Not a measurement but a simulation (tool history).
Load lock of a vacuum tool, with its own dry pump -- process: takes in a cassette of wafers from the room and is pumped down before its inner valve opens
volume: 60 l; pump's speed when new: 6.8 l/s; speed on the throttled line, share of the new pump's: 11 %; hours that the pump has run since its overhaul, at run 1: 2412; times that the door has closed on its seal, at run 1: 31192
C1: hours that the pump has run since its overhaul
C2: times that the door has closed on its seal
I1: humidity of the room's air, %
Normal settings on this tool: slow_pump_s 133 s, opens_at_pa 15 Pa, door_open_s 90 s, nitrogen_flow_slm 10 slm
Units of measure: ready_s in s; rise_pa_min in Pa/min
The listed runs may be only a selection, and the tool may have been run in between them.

{"run": 1, "hour": 0.0, "slow_pump_s": 133, "opens_at_pa": 15, "door_open_s": 90, "nitrogen_flow_slm": 10, "C1": 2412, "C2": 31192, "I1": 46.2, "ready_s": 196.7, "rise_pa_min": 0.155}
{"run": 2, "hour": 195.4, "slow_pump_s": 133, "opens_at_pa": 15, "door_open_s": 90, "nitrogen_flow_slm": 10, "C1": 2607, "C2": 31583, "I1": 46.5, "ready_s": 199.9, "rise_pa_min": 0.155}
{"run": 3, "hour": 315.3, "slow_pump_s": 133, "opens_at_pa": 15, "door_open_s": 90, "nitrogen_flow_slm": 10, "C1": 2727, "C2": 31823, "I1": 45.3, "ready_s": 197.7, "rise_pa_min": 0.152}
{"run": 4, "hour": 445.6, "slow_pump_s": 133, "opens_at_pa": 15, "door_open_s": 90, "nitrogen_flow_slm": 42, "C1": 2857, "C2": 32084, "I1": 45.6, "ready_s": 199.9, "rise_pa_min": 0.138}
{"run": 5, "hour": 547.2, "slow_pump_s": 133, "opens_at_pa": 15, "door_open_s": 90, "nitrogen_flow_slm": 42, "C1": 2959, "C2": 32288, "I1": 45.2, "ready_s": 199.6, "rise_pa_min": 0.136}
{"run": 6, "hour": 642.8, "slow_pump_s": 133, "opens_at_pa": 15, "door_open_s": 90, "nitrogen_flow_slm": 42, "C1": 3054, "C2": 32479, "I1": 44.9, "ready_s": 198.4, "rise_pa_min": 0.144}
{"run": 7, "hour": 812.7, "slow_pump_s": 133, "opens_at_pa": 15, "door_open_s": 90, "nitrogen_flow_slm": 9, "C1": 3224, "C2": 32820, "I1": 42.6, "ready_s": 198.6, "rise_pa_min": 0.158}
{"run": 8, "hour": 933.1, "slow_pump_s": 141, "opens_at_pa": 14, "door_open_s": 154, "nitrogen_flow_slm": 11, "C1": 3345, "C2": 33061, "I1": 43.3, "ready_s": 206.8, "rise_pa_min": 0.178}
{"run": 9, "hour": 1079.1, "slow_pump_s": 141, "opens_at_pa": 14, "door_open_s": 64, "nitrogen_flow_slm": 11, "C1": 3491, "C2": 33354, "I1": 42.7, "ready_s": 207, "rise_pa_min": 0.156}
{"run": 10, "hour": 1211.6, "slow_pump_s": 84, "opens_at_pa": 10, "door_open_s": 29, "nitrogen_flow_slm": 15, "C1": 3623, "C2": 33619, "I1": 43.5, "ready_s": 158.5, "rise_pa_min": 0.139}
{"run": 11, "hour": 1307.4, "slow_pump_s": 84, "opens_at_pa": 10, "door_open_s": 29, "nitrogen_flow_slm": 15, "C1": 3719, "C2": 33811, "I1": 42.5, "ready_s": 158.1, "rise_pa_min": 0.136}
{"run": 12, "hour": 1448.3, "slow_pump_s": 84, "opens_at_pa": 10, "door_open_s": 29, "nitrogen_flow_slm": 15, "C1": 3860, "C2": 34093, "I1": 44.1, "ready_s": 159.8, "rise_pa_min": 0.148}
{"run": 13, "hour": 1543.4, "slow_pump_s": 97, "opens_at_pa": 15, "door_open_s": 90, "nitrogen_flow_slm": 4, "C1": 3955, "C2": 34284, "I1": 48.7, "ready_s": 166.5, "rise_pa_min": 0.188}
{"run": 14, "hour": 1685.5, "slow_pump_s": 141, "opens_at_pa": 15, "door_open_s": 107, "nitrogen_flow_slm": 4, "C1": 4097, "C2": 34569, "I1": 41.6, "ready_s": 207.4, "rise_pa_min": 0.184}

Some steps in ready_s between neighbouring runs. How much of each would the tool show without its hidden state too (settings, what came in, random variation), and how much is left for the hidden state, with any gauge scatter that isn't in both results?
Hidden state at play: pump's speed, % of a new pump's; leak at the door's seal, Pa l/s; drift of the gauge itself on ready_s, %; drift of the gauge itself on rise_pa_min, %.
Run 8 -> 9: door_open_s 154 -> 64. ready_s +0.2 s: hidden state +0.2, all else +0.
Run 9 -> 10: slow_pump_s 141 -> 84, opens_at_pa 14 -> 10, door_open_s 64 -> 29, nitrogen_flow_slm 11 -> 15. ready_s -48.5 s: hidden state +0, all else -48.5.
